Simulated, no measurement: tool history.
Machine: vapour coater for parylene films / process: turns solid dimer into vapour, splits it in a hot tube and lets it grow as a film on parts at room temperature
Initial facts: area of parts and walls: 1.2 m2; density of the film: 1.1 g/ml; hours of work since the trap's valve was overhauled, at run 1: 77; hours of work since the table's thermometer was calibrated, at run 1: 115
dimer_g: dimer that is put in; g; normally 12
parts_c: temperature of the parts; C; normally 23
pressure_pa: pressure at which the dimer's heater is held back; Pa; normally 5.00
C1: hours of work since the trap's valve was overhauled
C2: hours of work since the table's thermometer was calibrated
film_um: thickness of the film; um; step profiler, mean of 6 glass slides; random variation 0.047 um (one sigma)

Run 1, hour 0.0: usual settings; C1 77; C2 115. Result: film_um 5.32 um.
Run 2, hour 57.3: usual settings; C1 105; C2 143. Result: film_um 5.24 um.
Run 3, hour 105.9: usual settings but parts_c 31 C; C1 129; C2 166. Result: film_um 4.70 um.
Run 4, hour 169.4: usual settings but pressure_pa 3.11 Pa; C1 160; C2 198. Result: film_um 5.67 um.
Run 5, hour 238.6: usual settings but pressure_pa 3.11 Pa; C1 194; C2 231. Result: film_um 5.65 um.
Run 6, hour 269.5: usual settings but dimer_g 8 g; C1 209; C2 247. Result: film_um 3.50 um.
Run 7, hour 315.6: usual settings but dimer_g 8 g; C1 232; C2 269. Result: film_um 3.54 um.
Run 8, hour 354.7: usual settings; C1 251; C2 288. Result: film_um 5.30 um.
Run 9, hour 420.6: usual settings but dimer_g 6 g; C1 283; C2 321. Result: film_um 2.64 um.
Run 10, hour 448.7: usual settings but dimer_g 17 g, pressure_pa 8.72 Pa; C1 297; C2 334. Result: film_um 6.95 um.
Run 11, hour 481.1: usual settings but dimer_g 15 g; C1 313; C2 350. Result: film_um 6.66 um.
Run 12, hour 512.9: usual settings but dimer_g 17 g, parts_c 25 C, pressure_pa 8.06 Pa; C1 328; C2 366. Result: film_um 6.77 um.
Run 13, hour 550.0: usual settings but parts_c 27 C, pressure_pa 6.47 Pa; C1 347; C2 384. Result: film_um 4.79 um.
Run 14, hour 589.0: usual settings but dimer_g 5 g, parts_c 29 C, pressure_pa 6.86 Pa; C1 366; C2 403. Result: film_um 1.89 um.
Run 15, hour 618.8: usual settings but dimer_g 5 g, parts_c 29 C, pressure_pa 6.86 Pa; C1 380; C2 418. Result: film_um 1.88 um.
Run 16, hour 651.6: usual settings but dimer_g 19 g, parts_c 26 C, pressure_pa 2.80 Pa; C1 396; C2 434. Result: film_um 8.76 um.

For some of the steps in film_um from one run to the next: how much would appear even if the tool had no hidden state, given the settings, what came in and random variation, and how much remains for the hidden state plus any gauge scatter that the measured result and the result without hidden state don't share?
Hidden conditions of the tool in this case: vapour lost through the trap's worn valve, %; true temperature of the parts over the reading, C; drift of the gauge itself on film_um, %.
Run 15 -> 16: dimer_g 5 -> 19, parts_c 29 -> 26, pressure_pa 6.86 -> 2.80. film_um +6.88 um: hidden state -0.04, all else +6.92.

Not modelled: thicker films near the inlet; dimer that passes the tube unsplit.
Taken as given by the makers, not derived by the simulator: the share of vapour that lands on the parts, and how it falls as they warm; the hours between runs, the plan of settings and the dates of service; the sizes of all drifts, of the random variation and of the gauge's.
